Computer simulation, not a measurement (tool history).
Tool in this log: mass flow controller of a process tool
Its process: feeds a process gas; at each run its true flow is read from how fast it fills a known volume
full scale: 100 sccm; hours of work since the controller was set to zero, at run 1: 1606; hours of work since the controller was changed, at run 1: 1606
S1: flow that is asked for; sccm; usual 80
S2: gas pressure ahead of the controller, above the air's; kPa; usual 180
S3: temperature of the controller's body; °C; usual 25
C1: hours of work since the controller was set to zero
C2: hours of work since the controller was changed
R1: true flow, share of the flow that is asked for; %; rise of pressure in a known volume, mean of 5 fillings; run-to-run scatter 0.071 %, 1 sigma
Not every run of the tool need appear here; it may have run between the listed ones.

{"run": 1, "day": 0.0, "S1": 80, "S2": 180, "S3": 25, "C1": 1606, "C2": 1606, "R1": 99.76}
{"run": 2, "day": 3.317, "S1": 80, "S2": 180, "S3": 34, "C1": 1659, "C2": 1659, "R1": 99.68}
{"run": 3, "day": 7.712, "S1": 80, "S2": 180, "S3": 34, "C1": 1730, "C2": 1730, "R1": 99.76}
{"run": 4, "day": 9.854, "S1": 80, "S2": 180, "S3": 34, "C1": 1764, "C2": 1764, "R1": 99.7}
{"run": 5, "day": 14.375, "S1": 80, "S2": 180, "S3": 34, "C1": 1836, "C2": 1836, "R1": 99.62}
{"run": 6, "day": 18.504, "S1": 80, "S2": 180, "S3": 25, "C1": 1902, "C2": 1902, "R1": 99.94}
{"run": 7, "day": 21.0, "S1": 80, "S2": 180, "S3": 25, "C1": 1942, "C2": 1942, "R1": 99.95}
{"run": 8, "day": 25.4, "S1": 80, "S2": 180, "S3": 25, "C1": 2013, "C2": 2013, "R1": 99.84}
{"run": 9, "day": 27.912, "S1": 80, "S2": 261, "S3": 25, "C1": 2053, "C2": 2053, "R1": 99.67}
{"run": 10, "day": 30.325, "S1": 80, "S2": 232, "S3": 25, "C1": 2091, "C2": 2091, "R1": 99.65}
{"run": 11, "day": 35.346, "S1": 17, "S2": 232, "S3": 25, "C1": 2172, "C2": 2172, "R1": 99.04}
{"run": 12, "day": 39.446, "S1": 17, "S2": 232, "S3": 25, "C1": 2237, "C2": 2237, "R1": 99.1}
{"run": 13, "day": 42.325, "S1": 17, "S2": 232, "S3": 25, "C1": 2283, "C2": 2283, "R1": 99.1}
{"run": 14, "day": 45.746, "S1": 17, "S2": 232, "S3": 25, "C1": 2338, "C2": 2338, "R1": 99.16}
{"run": 15, "day": 49.671, "S1": 17, "S2": 232, "S3": 25, "C1": 2401, "C2": 2401, "R1": 99.06}
{"run": 16, "day": 53.875, "S1": 17, "S2": 232, "S3": 25, "C1": 2468, "C2": 2468, "R1": 99.15}
{"run": 17, "day": 58.429, "S1": 17, "S2": 232, "S3": 25, "C1": 2541, "C2": 2541, "R1": 99.22}
{"run": 18, "day": 63.504, "S1": 17, "S2": 232, "S3": 25, "C1": 2622, "C2": 2622, "R1": 99.1}
{"run": 19, "day": 67.017, "S1": 65, "S2": 212, "S3": 37, "C1": 2678, "C2": 2678, "R1": 99.33}
{"run": 20, "day": 71.146, "S1": 65, "S2": 181, "S3": 32, "C1": 2744, "C2": 2744, "R1": 99.43}
{"run": 21, "day": 74.217, "S1": 63, "S2": 191, "S3": 21, "C1": 2793, "C2": 2793, "R1": 99.85}
{"run": 22, "day": 79.196, "S1": 28, "S2": 183, "S3": 26, "C1": 2873, "C2": 2873, "R1": 99.2}
{"run": 23, "day": 81.983, "S1": 28, "S2": 183, "S3": 26, "C1": 2917, "C2": 2917, "R1": 99.22}
{"run": 24, "day": 85.7, "S1": 10, "S2": 183, "S3": 26, "C1": 2977, "C2": 2977, "R1": 99.11}
{"run": 25, "day": 90.604, "S1": 30, "S2": 184, "S3": 25, "C1": 3055, "C2": 3055, "R1": 99.36}
{"run": 26, "day": 93.888, "S1": 80, "S2": 180, "S3": 33, "C1": 3108, "C2": 3108, "R1": 99.57}
{"run": 27, "day": 96.796, "S1": 46, "S2": 153, "S3": 35, "C1": 3154, "C2": 3154, "R1": 99.28}
{"run": 28, "day": 100.121, "S1": 80, "S2": 146, "S3": 22, "C1": 3207, "C2": 3207, "R1": 100.08}
{"run": 29, "day": 104.375, "S1": 98, "S2": 180, "S3": 25, "C1": 3275, "C2": 3275, "R1": 100.02}
{"run": 30, "day": 107.521, "S1": 90, "S2": 210, "S3": 30, "C1": 3326, "C2": 3326, "R1": 99.84}
{"run": 31, "day": 111.321, "S1": 80, "S2": 180, "S3": 36, "C1": 3387, "C2": 3387, "R1": 99.53}
{"run": 32, "day": 115.704, "S1": 80, "S2": 180, "S3": 36, "C1": 3457, "C2": 3457, "R1": 99.68}
{"run": 33, "day": 118.908, "S1": 20, "S2": 191, "S3": 38, "C1": 3508, "C2": 3508, "R1": 98.97}
{"run": 34, "day": 123.0, "S1": 34, "S2": 233, "S3": 36, "C1": 3573, "C2": 3573, "R1": 98.99}
{"run": 35, "day": 125.346, "S1": 14, "S2": 239, "S3": 39, "C1": 3611, "C2": 3611, "R1": 98.83}

Branching from run 35: 4 alternative next runs. What would each branch give?
{"run": "A", "day": 127.925, "S1": 45, "S2": 156, "S3": 25, "C1": 3652, "C2": 3652, "R1": "?"}
{"run": "B", "day": 127.925, "S1": 13, "S2": 239, "S3": 25, "C1": 3652, "C2": 3652, "R1": "?"}
{"run": "C", "day": 127.925, "S1": 19, "S2": 143, "S3": 30, "C1": 3652, "C2": 3652, "R1": "?"}
{"run": "D", "day": 127.925, "S1": 79, "S2": 152, "S3": 26, "C1": 3652, "C2": 3652, "R1": "?"}

run=A R1=99.59
run=B R1=99.02
run=C R1=99.16
run=D R1=99.86
Without the tool's unlogged condition, the same runs would have read:
run=A R1=99.58
run=B R1=99
run=C R1=99.15
run=D R1=99.85
